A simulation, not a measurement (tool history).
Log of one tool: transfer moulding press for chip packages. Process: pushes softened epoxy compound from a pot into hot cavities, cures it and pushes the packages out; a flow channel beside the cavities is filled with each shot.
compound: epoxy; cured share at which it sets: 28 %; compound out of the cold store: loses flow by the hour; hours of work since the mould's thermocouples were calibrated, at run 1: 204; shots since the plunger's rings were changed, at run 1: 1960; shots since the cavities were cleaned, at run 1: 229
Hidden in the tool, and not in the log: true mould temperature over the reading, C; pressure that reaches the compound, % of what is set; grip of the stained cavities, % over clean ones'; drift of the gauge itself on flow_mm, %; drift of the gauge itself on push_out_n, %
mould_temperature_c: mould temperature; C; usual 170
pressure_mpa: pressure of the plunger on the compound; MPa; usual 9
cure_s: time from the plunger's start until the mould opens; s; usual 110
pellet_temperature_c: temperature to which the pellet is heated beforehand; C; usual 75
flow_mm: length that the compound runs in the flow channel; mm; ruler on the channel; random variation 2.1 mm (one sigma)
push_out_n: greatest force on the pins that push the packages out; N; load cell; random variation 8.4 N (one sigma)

run,hour,mould_temperature_c,pressure_mpa,cure_s,pellet_temperature_c,hours of work since the mould's thermocouples were calibrated,shots since the plunger's rings were changed,shots since the cavities were cleaned,incoming compound's hours out of the cold store,flow_mm,push_out_n
1,0,170,9,110,75,204,1960,229,45.2,479,368
2,12.6,170,9,150,75,214,2112,381,12.4,560,284
3,21.1,170,9,150,75,220,2214,483,21.4,535,281
4,30.5,170,9,150,75,227,2328,597,27.4,520,307
5,38.9,170,9,150,75,233,2430,699,46.2,474,291
6,52.3,170,9,150,75,243,2592,861,47.9,476,287
7,62.1,170,9,150,75,250,2710,979,31.1,509,289
# hour 66.5: cavities cleaned with cleaning compound and waxed
8,69.6,170,9,150,75,254,2783,38,37.5,495,306
9,76.9,170,9,110,75,260,2871,126,14.7,554,389
10,85.6,170,9,110,75,266,2976,231,35.2,504,366
11,97.1,175,9,110,75,274,3115,370,40.2,476,301
12,104.4,170,10.82,110,75,280,3203,458,15.6,603,379
13,111.7,170,9.17,110,75,285,3291,546,15.1,556,379
14,125.7,170,9.17,110,75,295,3460,715,24.2,527,385
15,136.5,170,9.17,110,75,303,3590,845,36.7,502,374
16,148.2,177,9.17,110,73,312,3732,987,36.6,488,295
# hour 151.7: cavities cleaned with cleaning compound and waxed
# hour 162.4: plunger's sealing rings changed
17,164.5,170,7.46,110,81,321,25,124,23.7,483,365
18,170.6,170,7.46,110,81,325,99,198,15.1,503,362
19,179.3,170,8.12,110,75,331,204,303,37.2,470,367
20,192.9,168,10.03,131,77,341,368,467,40.1,522,334
21,206.5,168,8.29,117,81,351,533,632,32.1,492,371
22,216.9,168,7.45,94,69,359,658,757,40.3,450,607
23,224,168,7.45,94,69,364,744,843,43.6,443,598
24,235.8,168,7.45,94,69,373,887,986,40,451,604
# hour 239.6: cavities cleaned with cleaning compound and waxed
25,248.4,172,9,110,74,381,1020,106,41.4,483,335
26,257,170,9,110,71,387,1124,210,31.7,504,360
27,267.1,170,9,106,75,394,1247,333,37.3,497,390
28,278,170,8.07,106,83,402,1379,465,30.3,484,387

5 ways to go on from here, each from the tool as it stands after run 28. What would each give?
A,284.4,166,8.07,120,70,407,1456,542,10.7,?,?
B,284.4,163,10.7,115,83,407,1456,542,44.6,?,?
C,284.4,169,8.07,132,83,407,1456,542,24.6,?,?
D,284.4,170,10.98,91,75,407,1456,542,12.4,?,?
E,284.4,170,7.46,108,75,407,1456,542,15.4,?,?

run,flow_mm,push_out_n
A,545,435
B,542,551
C,501,310
D,619,600
E,501,411
Without the tool's hidden state the same runs would have given:
run,flow_mm,push_out_n
A,545,432
B,542,548
C,501,309
D,619,596
E,501,408
